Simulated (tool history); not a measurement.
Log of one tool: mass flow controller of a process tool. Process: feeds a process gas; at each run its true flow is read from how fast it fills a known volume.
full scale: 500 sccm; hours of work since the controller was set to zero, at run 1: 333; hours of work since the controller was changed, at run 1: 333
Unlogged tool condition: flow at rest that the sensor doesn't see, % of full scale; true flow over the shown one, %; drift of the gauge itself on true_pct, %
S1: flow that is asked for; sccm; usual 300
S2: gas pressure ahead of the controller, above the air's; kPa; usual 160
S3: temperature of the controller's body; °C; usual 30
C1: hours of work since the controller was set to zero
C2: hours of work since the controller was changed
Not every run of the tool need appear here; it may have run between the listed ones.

run 1 day=0.000 | S1=300 S2=160 S3=30 | C1=333 C2=333 | true_flow_(%)=98.70
run 2 day=2.925 | S1=300 S2=160 S3=30 | C1=363 C2=363 | true_flow_(%)=98.63
run 3 day=4.867 | S1=300 S2=160 S3=30 | C1=383 C2=383 | true_flow_(%)=98.58
run 4 day=8.508 | S1=300 S2=160 S3=26 | C1=421 C2=421 | true_flow_(%)=99.03
run 5 day=10.554 | S1=300 S2=160 S3=26 | C1=442 C2=442 | true_flow_(%)=99.01
run 6 day=12.275 | S1=300 S2=160 S3=26 | C1=460 C2=460 | true_flow_(%)=98.97
run 7 day=14.162 | S1=300 S2=160 S3=26 | C1=479 C2=479 | true_flow_(%)=99.12
run 8 day=16.517 | S1=300 S2=179 S3=34 | C1=504 C2=504 | true_flow_(%)=98.27
run 9 day=18.471 | S1=300 S2=179 S3=34 | C1=524 C2=524 | true_flow_(%)=98.25
run 10 day=22.675 | S1=178 S2=144 S3=30 | C1=567 C2=567 | true_flow_(%)=98.29
run 11 day=26.742 | S1=178 S2=195 S3=32 | C1=609 C2=609 | true_flow_(%)=97.95
run 12 day=30.792 | S1=206 S2=161 S3=38 | C1=651 C2=651 | true_flow_(%)=97.67
run 13 day=32.842 | S1=206 S2=161 S3=38 | C1=673 C2=673 | true_flow_(%)=97.55

For each run, the measured value with the value that run would have given without the tool's hidden condition subtracted. The run-to-run variation is shared by both, the gauge scatter possibly not:
run=1 true_flow_(%)=+0.19
run=2 true_flow_(%)=+0.20
run=3 true_flow_(%)=+0.21
run=4 true_flow_(%)=+0.23
run=5 true_flow_(%)=+0.24
run=6 true_flow_(%)=+0.25
run=7 true_flow_(%)=+0.26
run=8 true_flow_(%)=+0.27
run=9 true_flow_(%)=+0.29
run=10 true_flow_(%)=+0.49
run=11 true_flow_(%)=+0.53
run=12 true_flow_(%)=+0.49
run=13 true_flow_(%)=+0.50
